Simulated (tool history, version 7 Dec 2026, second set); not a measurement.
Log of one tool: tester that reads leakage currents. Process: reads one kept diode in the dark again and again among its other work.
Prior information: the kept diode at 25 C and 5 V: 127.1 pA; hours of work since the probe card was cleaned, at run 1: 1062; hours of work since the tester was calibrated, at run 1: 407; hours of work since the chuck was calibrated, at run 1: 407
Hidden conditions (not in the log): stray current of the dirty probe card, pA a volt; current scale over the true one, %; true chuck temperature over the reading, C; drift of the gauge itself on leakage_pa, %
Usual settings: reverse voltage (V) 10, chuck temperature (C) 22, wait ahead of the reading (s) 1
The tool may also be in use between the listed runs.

run	hour	reverse voltage (V)	chuck temperature (C)	wait ahead of the reading (s)	hours of work since the probe card was cleaned	hours of work since the tester was calibrated	hours of work since the chuck was calibrated	current that the tester gives (pA)
1	0	10	22	1	1062	407	407	154.59
2	168.5	10	22	1	1191	536	536	158.89
3	401.6	10	22	1	1369	714	714	164.09
4	519.1	10	22	1	1459	804	804	166.51
# hour 661.3: chuck's temperature calibrated
5	678.3	12.1	22	1	1579	924	13	159.78
6	882.7	12.1	22	1	1735	1080	169	164.28
7	1095.3	10	22	1	1898	1243	332	155.42
8	1307.6	10	22	4.73	2060	1405	494	156.87
# hour 1374.4: probe card cleaned and baked
9	1565.4	10	22	4.73	146	1600	688	160.86
10	1733.8	10	22	4.73	275	1728	817	165.1
# hour 1869.4: chuck's temperature calibrated
11	1921.4	14.1	22	1	416	1870	40	175.14
12	2123.2	14.1	22	1	571	2024	194	180.63
13	2364.5	10	22	7.27	755	2209	378	153.52
14	2581.5	10	22	1	921	2374	544	161.24
15	2811.6	10	20	1	1097	2550	720	143.02
16	2963.9	10	20	1	1213	2667	836	146.82
# hour 3057.4: chuck's temperature calibrated
17	3091.1	14	39	8.06	1309	2762	26	613.94
18	3227.8	14	39	0.62	1413	2867	130	632.43
19	3388.2	1.6	55	1.99	1536	2989	253	654.03
20	3545.7	4	44	1.54	1656	3110	373	496.32
21	3772.2	4	44	1.54	1829	3283	546	516.37
22	3925.5	5.5	27	2.24	1946	3400	663	178.49
23	4108.8	5.5	27	2.24	2086	3540	803	182.81
# hour 4123.4: probe card cleaned and baked
# hour 4246.3: chuck's temperature calibrated
24	4338.5	1.2	59	0.87	163	3711	70	718.6
25	4599.8	2.3	53	0.87	362	3911	270	692.3
26	4782.7	1.2	25	1	502	4051	410	69.12
27	5032.6	2.4	53	0.76	693	4242	601	743.76
28	5146.3	10	22	0.79	780	4329	688	166.82
29	5275.7	10	22	1.01	879	4427	786	168.6

What does the tool deliver on the next run?
# hour 5443.9: chuck's temperature calibrated
30	5447.8	10	22	1.01	1009	4557	3	?

Run 30 came out at current that the tester gives (pA) 148.05.
With no hidden state in the tool, this same run would have given current that the tester gives (pA) 143.99.
